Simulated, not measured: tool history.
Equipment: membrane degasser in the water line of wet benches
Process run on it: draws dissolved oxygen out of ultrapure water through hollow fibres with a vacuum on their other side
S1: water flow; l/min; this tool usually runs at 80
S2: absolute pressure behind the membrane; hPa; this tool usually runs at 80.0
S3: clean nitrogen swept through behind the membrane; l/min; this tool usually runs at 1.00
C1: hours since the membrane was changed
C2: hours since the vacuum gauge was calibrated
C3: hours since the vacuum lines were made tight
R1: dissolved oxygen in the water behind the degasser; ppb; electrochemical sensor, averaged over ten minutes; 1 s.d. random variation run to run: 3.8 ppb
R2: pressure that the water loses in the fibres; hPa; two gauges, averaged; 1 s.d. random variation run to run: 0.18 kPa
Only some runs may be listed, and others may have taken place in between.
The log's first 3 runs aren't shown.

run    hour  S1    S2    S3    C1    C2    C3     R1     R2
  4   371.7  80  80.0  0.56  5444  1622  7118  866.6  316.5
  5   541.0  80  80.0  0.56  5613  1791  7287  867.5  319.3
  6   636.6  80  80.0  0.60  5709  1887  7383  835.3  321.1
  7   767.9  80  80.0  0.60  5840  2018  7514  844.6  317.9
  8   881.5  80  80.0  0.60  5954  2131  7628  835.8  315.7
  9   954.0  80  80.0  0.60  6026  2204  7700  840.1  316.5
 10  1112.6  80  80.0  0.60  6185  2362  7859  833.2  319.4
 11  1265.8  80  80.0  0.53  6338  2516  8012  883.7  316.9
 12  1404.9  81  80.0  0.53  6477  2655  8151  899.6  322.2
 13  1582.8  81  80.0  2.16  6655  2833  8329  372.8  324.5
 14  1734.1  81  80.0  2.16  6806  2984  8480  372.6  326.5
 15  1877.4  81  80.0  0.46  6950  3127  8624  959.6  321.5
 16  1974.1  80  80.0  1.00  7046  3224  8720  624.3  317.9
 17  2048.0  80  80.0  1.00  7120  3298  8794  616.9  317.4
 18  2126.7  80  80.0  1.00  7199  3377  8873  621.3  318.5

What does the tool deliver on the next run?
 19  2199.4  100  80.0  0.52  7272  3449  8946   ?   ?

{"run 19": {"R1": 1025.3, "R2": 395.3}}
Take away the tool's hidden state, keep the run-to-run variation as it was, and the same run would have given R1 1024.9 ppb, R2 395.1 hPa.

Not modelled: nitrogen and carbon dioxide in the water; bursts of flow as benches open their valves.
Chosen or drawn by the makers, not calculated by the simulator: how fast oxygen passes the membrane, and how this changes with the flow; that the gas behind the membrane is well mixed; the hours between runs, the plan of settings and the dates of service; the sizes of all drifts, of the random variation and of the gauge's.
